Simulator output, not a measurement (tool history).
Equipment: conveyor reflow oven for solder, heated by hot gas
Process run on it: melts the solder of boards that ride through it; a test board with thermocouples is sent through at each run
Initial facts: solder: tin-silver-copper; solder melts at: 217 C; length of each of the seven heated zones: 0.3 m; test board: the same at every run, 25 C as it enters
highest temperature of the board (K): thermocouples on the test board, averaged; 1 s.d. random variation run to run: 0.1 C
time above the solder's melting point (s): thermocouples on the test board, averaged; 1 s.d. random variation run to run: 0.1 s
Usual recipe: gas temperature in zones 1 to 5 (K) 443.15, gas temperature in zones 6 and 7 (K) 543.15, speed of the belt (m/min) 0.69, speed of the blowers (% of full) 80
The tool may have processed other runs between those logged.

run	day	gas temperature in zones 1 to 5 (K)	gas temperature in zones 6 and 7 (K)	speed of the belt (m/min)	speed of the blowers (% of full)	highest temperature of the board (K)	time above the solder's melting point (s)
1	0	443.15	543.15	0.69	80	529.05	40.2
2	0.338	443.15	543.15	0.69	80	529.25	40.4
3	0.538	443.15	533.15	0.69	80	520.15	36.1
4	0.762	443.15	533.15	0.69	80	520.35	36.3
5	1.125	443.15	543.15	0.69	80	529.15	40.3
6	1.492	443.15	543.15	0.69	80	529.05	40.1
7	1.775	443.15	543.15	0.69	80	529.15	40.4
8	2.179	443.15	543.15	0.69	80	529.45	40.5
9	2.475	443.15	543.15	0.69	80	529.05	40.3
10	2.896	443.15	543.15	0.69	80	529.25	40.4
11	3.092	443.15	543.15	0.69	80	529.45	40.3
12	3.383	443.15	543.15	0.69	80	529.25	40.2
13	3.588	443.15	543.15	0.69	80	529.15	40.1
14	3.992	430.15	543.15	0.69	80	527.35	36.8
15	4.375	430.15	543.15	0.69	80	527.35	36.9
16	4.562	443.15	543.15	0.769	80	525.75	34.3
17	4.958	443.15	543.15	0.69	74	527.75	39.4
18	5.35	443.15	543.15	0.69	74	527.85	39.3
19	5.725	457.15	543.15	0.69	57	525.25	40.9
20	6.088	443.15	546.15	0.69	68	528.65	39.5
21	6.304	443.15	557.15	0.69	61	535.65	42.2
22	6.708	443.15	557.15	0.559	77	547.35	57.7
23	7.138	441.15	545.15	0.559	66	533.45	51.7
24	7.325	441.15	545.15	0.678	86	532.45	42.2
25	7.554	441.15	545.15	0.678	86	532.45	42.1
26	7.967	443.15	539.15	0.748	56	515.35	28.3
# day 8.308: flux residue cleaned out of gas plates and filters
27	8.538	433.15	532.15	0.666	59	512.95	28.9
28	8.771	433.15	548.15	0.666	59	526.75	37.5
29	9.038	452.15	536.15	0.65	53	519.05	38.4
30	9.233	452.15	536.15	0.65	53	518.85	38.4
31	9.65	451.15	536.15	0.739	64	518.25	33

Here are 4 independent what-if runs from the current tool condition. What would each one return?
A	10.046	443.15	547.15	0.69	57	?	?
B	10.046	450.15	540.15	0.662	64	?	?
C	10.046	432.15	554.15	0.739	75	?	?
D	10.046	429.15	543.15	0.773	66	?	?

run	highest temperature of the board (K)	time above the solder's melting point (s)
A	525.75	37.4
B	524.85	41.1
C	533.25	36.5
D	518.05	26.9
Had the tool no hidden state, the same runs would have come out as:
run	highest temperature of the board (K)	time above the solder's melting point (s)
A	525.75	37.4
B	524.85	41.1
C	533.25	36.5
D	518.05	26.9
